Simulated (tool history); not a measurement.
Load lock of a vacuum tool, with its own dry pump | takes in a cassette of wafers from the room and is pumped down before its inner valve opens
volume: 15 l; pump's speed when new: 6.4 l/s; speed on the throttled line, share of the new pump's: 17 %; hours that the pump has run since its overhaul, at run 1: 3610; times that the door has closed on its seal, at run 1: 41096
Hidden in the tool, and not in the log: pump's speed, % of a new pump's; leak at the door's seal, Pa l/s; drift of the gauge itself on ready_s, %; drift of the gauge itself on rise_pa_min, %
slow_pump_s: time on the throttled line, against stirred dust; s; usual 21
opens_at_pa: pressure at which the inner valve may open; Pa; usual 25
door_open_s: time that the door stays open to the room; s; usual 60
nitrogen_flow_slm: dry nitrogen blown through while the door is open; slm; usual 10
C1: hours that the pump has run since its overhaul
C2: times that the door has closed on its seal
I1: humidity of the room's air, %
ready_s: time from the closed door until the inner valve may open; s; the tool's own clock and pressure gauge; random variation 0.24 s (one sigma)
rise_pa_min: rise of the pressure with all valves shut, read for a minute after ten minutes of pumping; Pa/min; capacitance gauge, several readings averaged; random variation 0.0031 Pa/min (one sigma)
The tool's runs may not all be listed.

run 1 hour=0 | slow_pump_s=21 opens_at_pa=25 door_open_s=60 nitrogen_flow_slm=10 | C1=3610 C2=41096 | I1=49.2 | ready_s=37.6 rise_pa_min=0.373
run 2 hour=252.7 | slow_pump_s=21 opens_at_pa=25 door_open_s=60 nitrogen_flow_slm=10 | C1=3862 C2=42283 | I1=43.7 | ready_s=37.5 rise_pa_min=0.376
run 3 hour=407.3 | slow_pump_s=21 opens_at_pa=25 door_open_s=60 nitrogen_flow_slm=10 | C1=4017 C2=43009 | I1=46.7 | ready_s=37.9 rise_pa_min=0.399
run 4 hour=719.8 | slow_pump_s=21 opens_at_pa=25 door_open_s=60 nitrogen_flow_slm=10 | C1=4330 C2=44478 | I1=45.3 | ready_s=37.6 rise_pa_min=0.407
run 5 hour=975.8 | slow_pump_s=21 opens_at_pa=25 door_open_s=60 nitrogen_flow_slm=10 | C1=4586 C2=45680 | I1=43.3 | ready_s=37.6 rise_pa_min=0.429
run 6 hour=1143.2 | slow_pump_s=21 opens_at_pa=25 door_open_s=60 nitrogen_flow_slm=10 | C1=4753 C2=46467 | I1=45.4 | ready_s=37.5 rise_pa_min=0.435
run 7 hour=1311.8 | slow_pump_s=21 opens_at_pa=25 door_open_s=60 nitrogen_flow_slm=10 | C1=4922 C2=47259 | I1=43.8 | ready_s=37.9 rise_pa_min=0.438
run 8 hour=1502.3 | slow_pump_s=21 opens_at_pa=25 door_open_s=60 nitrogen_flow_slm=10 | C1=5112 C2=48154 | I1=46.4 | ready_s=37.7 rise_pa_min=0.452
-- hour=1657.3 door's seal changed, seat wiped
run 9 hour=1791.1 | slow_pump_s=21 opens_at_pa=25 door_open_s=60 nitrogen_flow_slm=10 | C1=5399 C2=628 | I1=44.7 | ready_s=37.6 rise_pa_min=0.055
run 10 hour=2054.9 | slow_pump_s=21 opens_at_pa=25 door_open_s=60 nitrogen_flow_slm=10 | C1=5663 C2=1868 | I1=43.8 | ready_s=38.2 rise_pa_min=0.057
run 11 hour=2204.3 | slow_pump_s=21 opens_at_pa=25 door_open_s=96 nitrogen_flow_slm=10 | C1=5813 C2=2570 | I1=47.9 | ready_s=37.8 rise_pa_min=0.079
run 12 hour=2512.3 | slow_pump_s=21 opens_at_pa=25 door_open_s=96 nitrogen_flow_slm=10 | C1=6121 C2=4017 | I1=44.3 | ready_s=38 rise_pa_min=0.075
run 13 hour=2805.2 | slow_pump_s=21 opens_at_pa=25 door_open_s=96 nitrogen_flow_slm=10 | C1=6413 C2=5393 | I1=48.2 | ready_s=37.8 rise_pa_min=0.085
run 14 hour=3114.6 | slow_pump_s=21 opens_at_pa=25 door_open_s=60 nitrogen_flow_slm=7 | C1=6723 C2=6846 | I1=43.8 | ready_s=38.3 rise_pa_min=0.077
run 15 hour=3325.4 | slow_pump_s=21 opens_at_pa=25 door_open_s=60 nitrogen_flow_slm=10 | C1=6934 C2=7837 | I1=47.4 | ready_s=38.2 rise_pa_min=0.086
run 16 hour=3494.3 | slow_pump_s=21 opens_at_pa=25 door_open_s=60 nitrogen_flow_slm=10 | C1=7103 C2=8630 | I1=46.1 | ready_s=38.6 rise_pa_min=0.084
run 17 hour=3753 | slow_pump_s=21 opens_at_pa=25 door_open_s=60 nitrogen_flow_slm=10 | C1=7361 C2=9845 | I1=43.9 | ready_s=38 rise_pa_min=0.089
run 18 hour=4029.2 | slow_pump_s=21 opens_at_pa=25 door_open_s=71 nitrogen_flow_slm=10 | C1=7637 C2=11143 | I1=48.7 | ready_s=38.3 rise_pa_min=0.108
run 19 hour=4204.4 | slow_pump_s=21 opens_at_pa=20 door_open_s=60 nitrogen_flow_slm=10 | C1=7813 C2=11966 | I1=46.4 | ready_s=38.2 rise_pa_min=0.098

The next listed run, before its measurement:
run 20 hour=4440.1 | slow_pump_s=21 opens_at_pa=20 door_open_s=60 nitrogen_flow_slm=10 | C1=8048 C2=13073 | I1=43.6 | ready_s=? rise_pa_min=?

ready_s: 38.6 s
rise_pa_min: 0.101 Pa/min
Without the tool's hidden state the same run would have given ready_s 37.3 s, rise_pa_min 0.051 Pa/min.
